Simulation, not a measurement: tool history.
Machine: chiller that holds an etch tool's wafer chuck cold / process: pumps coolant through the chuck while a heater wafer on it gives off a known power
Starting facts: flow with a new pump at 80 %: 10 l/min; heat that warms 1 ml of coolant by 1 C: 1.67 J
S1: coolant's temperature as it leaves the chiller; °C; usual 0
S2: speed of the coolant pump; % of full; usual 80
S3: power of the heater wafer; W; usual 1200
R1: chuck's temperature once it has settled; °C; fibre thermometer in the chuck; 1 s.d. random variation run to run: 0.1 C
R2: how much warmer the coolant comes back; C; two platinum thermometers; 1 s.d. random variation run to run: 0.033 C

Run 1, day 0.000: usual settings. Result: R1 11.4 °C, R2 4.30 C.
Run 2, day 3.471: usual settings. Result: R1 11.7 °C, R2 4.27 C.
Run 3, day 6.738: usual settings. Result: R1 11.5 °C, R2 4.30 C.
Run 4, day 10.433: usual settings. Result: R1 11.5 °C, R2 4.27 C.
Run 5, day 13.350: usual settings. Result: R1 11.6 °C, R2 4.32 C.
Run 6, day 17.779: usual settings but S1 9 °C. Result: R1 20.4 °C, R2 4.28 C.
Run 7, day 20.992: usual settings but S1 9 °C. Result: R1 20.4 °C, R2 4.24 C.
Run 8, day 24.108: usual settings. Result: R1 11.3 °C, R2 4.25 C.
Run 9, day 28.729: usual settings but S3 1002 W. Result: R1 9.5 °C, R2 3.60 C.
Run 10, day 35.988: usual settings but S3 889 W. Result: R1 8.5 °C, R2 3.16 C.
Run 11, day 41.679: usual settings but S3 889 W. Result: R1 8.5 °C, R2 3.17 C.
Run 12, day 45.312: usual settings but S2 89 % of full. Result: R1 10.6 °C, R2 3.76 C.
Run 13, day 51.883: usual settings but S1 9 °C, S2 89 % of full. Result: R1 19.4 °C, R2 3.77 C.
Run 14, day 56.096: usual settings but S1 9 °C, S2 89 % of full. Result: R1 19.5 °C, R2 3.75 C.
Run 15, day 59.704: usual settings but S1 9 °C, S2 89 % of full. Result: R1 19.7 °C, R2 3.78 C.
Run 16, day 63.808: usual settings but S3 860 W. Result: R1 8.1 °C, R2 3.04 C.
Run 17, day 70.958: usual settings but S2 71 % of full, S3 984 W. Result: R1 10.2 °C, R2 3.92 C.
Run 18, day 76.792: usual settings but S2 95 % of full. Result: R1 10.3 °C, R2 3.43 C.
Run 19, day 82.304: usual settings but S1 -1 °C. Result: R1 10.4 °C, R2 4.25 C.
Run 20, day 86.479: usual settings but S1 -1 °C. Result: R1 10.6 °C, R2 4.20 C.
Run 21, day 90.367: usual settings but S1 -1 °C. Result: R1 10.4 °C, R2 4.25 C.
Run 22, day 94.046: usual settings but S1 -4 °C, S3 1150 W. Result: R1 7.1 °C, R2 4.00 C.
Run 23, day 98.838: usual settings but S1 -4 °C, S3 1354 W. Result: R1 9.0 °C, R2 4.73 C.
Run 24, day 104.192: usual settings but S1 -5 °C, S2 65 % of full, S3 1197 W. Result: R1 8.4 °C, R2 5.23 C.
Run 25, day 109.212: usual settings but S1 -1 °C, S2 66 % of full, S3 975 W. Result: R1 9.9 °C, R2 4.16 C.
Run 26, day 115.446: usual settings but S1 -1 °C, S2 66 % of full, S3 975 W. Result: R1 9.9 °C, R2 4.24 C.
Run 27, day 121.258: usual settings but S1 -1 °C, S2 66 % of full, S3 975 W. Result: R1 9.7 °C, R2 4.17 C.
Run 28, day 126.654: usual settings but S1 -8 °C, S2 74 % of full, S3 896 W. Result: R1 1.0 °C, R2 3.30 C.
Run 29, day 132.721: usual settings but S1 -7 °C, S2 66 % of full, S3 823 W. Result: R1 2.0 °C, R2 3.46 C.
Run 30, day 136.588: usual settings but S1 -6 °C, S2 93 % of full, S3 609 W. Result: R1 -0.6 °C, R2 1.64 C.
Run 31, day 143.675: usual settings but S2 87 % of full, S3 1209 W. Result: R1 11.1 °C, R2 3.79 C.

Missing from the log above: 3 entries noted between runs. For each, name the pair of listed runs it sits between and say how the tool's hidden condition differs from the listed run just before to the listed run just after:
In the gap between runs 3 and 4: coolant changed, channels flushed (day 7.329)
  heat passed by the chuck's channels, % of clean ones': 99.8 -> 100
  measured result minus the result with no hidden state, R2: +0.00 -> -0.01 C
In the gap between runs 9 and 10: chiller's thermometer calibrated (day 31.742)
  coolant's true temperature over the reading, C: -0.01 -> 0; drift of the gauge itself on warmer_back_c, C: -0.04 -> -0.05
  measured result minus the result with no hidden state, R2: -0.03 -> -0.04 C
In the gap between runs 11 and 12: coolant pump overhauled (day 42.562)
  flow at a given pump speed, % of a new pump's: 99.8 -> 100; drift of the gauge itself on warmer_back_c, C: -0.05 -> -0.06
  measured result minus the result with no hidden state, R2: -0.05 -> -0.06 C

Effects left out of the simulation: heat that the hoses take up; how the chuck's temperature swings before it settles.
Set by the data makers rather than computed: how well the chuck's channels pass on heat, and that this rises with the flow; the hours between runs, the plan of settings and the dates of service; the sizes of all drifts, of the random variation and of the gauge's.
